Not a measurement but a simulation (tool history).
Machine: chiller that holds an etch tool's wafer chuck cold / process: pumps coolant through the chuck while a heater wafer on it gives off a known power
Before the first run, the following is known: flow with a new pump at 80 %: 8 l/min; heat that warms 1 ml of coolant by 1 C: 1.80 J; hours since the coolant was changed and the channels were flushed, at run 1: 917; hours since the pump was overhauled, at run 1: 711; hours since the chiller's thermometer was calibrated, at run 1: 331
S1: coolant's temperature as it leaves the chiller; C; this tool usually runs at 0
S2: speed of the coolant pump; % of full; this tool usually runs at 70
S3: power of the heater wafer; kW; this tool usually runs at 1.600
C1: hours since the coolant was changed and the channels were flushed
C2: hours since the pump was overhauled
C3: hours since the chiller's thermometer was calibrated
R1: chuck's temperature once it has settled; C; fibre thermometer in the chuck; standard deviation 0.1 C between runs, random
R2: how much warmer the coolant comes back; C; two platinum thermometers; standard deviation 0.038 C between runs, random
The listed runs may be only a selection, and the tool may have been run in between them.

run,hour,S1,S2,S3,C1,C2,C3,R1,R2
1,0.0,0,70,1.600,917,711,331,15.1,7.61
2,34.8,0,70,1.600,952,746,366,15.3,7.62
3,59.1,0,70,1.600,976,770,390,15.4,7.66
4,92.7,0,70,1.600,1009,803,424,15.1,7.63
5,130.2,0,70,1.365,1047,841,462,12.8,6.56
6,149.8,0,70,1.853,1066,861,481,17.5,8.83
7,190.4,0,70,1.853,1107,901,522,17.4,8.84
8,215.9,0,70,1.853,1133,927,547,17.6,8.86
9,246.4,0,70,1.812,1163,957,578,17.0,8.65
10,283.3,0,70,1.812,1200,994,615,17.1,8.60
11,312.8,0,70,1.600,1229,1023,644,15.0,7.62
12,350.7,0,65,1.600,1267,1061,682,16.1,8.17
13,375.2,0,65,1.600,1292,1086,707,16.2,8.22
14,395.4,0,70,2.304,1312,1106,727,21.8,10.92
15,421.1,0,70,2.304,1338,1132,752,21.9,11.02
16,447.5,0,95,2.304,1364,1158,779,16.8,8.05
17,479.1,0,61,2.077,1396,1190,810,22.2,11.36
18,516.3,-9,95,1.046,1433,1227,848,-1.3,3.67
19,547.4,-10,96,1.204,1464,1258,879,-1.3,4.22
20,575.1,-10,71,1.888,1492,1286,906,7.6,8.91
21,613.3,2,80,2.054,1530,1324,945,19.4,8.56
22,639.1,0,70,1.120,1556,1350,970,10.7,5.32

Forecast run 23:
23,676.4,2,70,1.727,1593,1387,1008,?,?

Run 23 yielded R1 18.3 C, R2 8.13 C.
Were there no unlogged condition in the tool, this run, its random variation unchanged, would have produced R1 18.3 C, R2 8.13 C.

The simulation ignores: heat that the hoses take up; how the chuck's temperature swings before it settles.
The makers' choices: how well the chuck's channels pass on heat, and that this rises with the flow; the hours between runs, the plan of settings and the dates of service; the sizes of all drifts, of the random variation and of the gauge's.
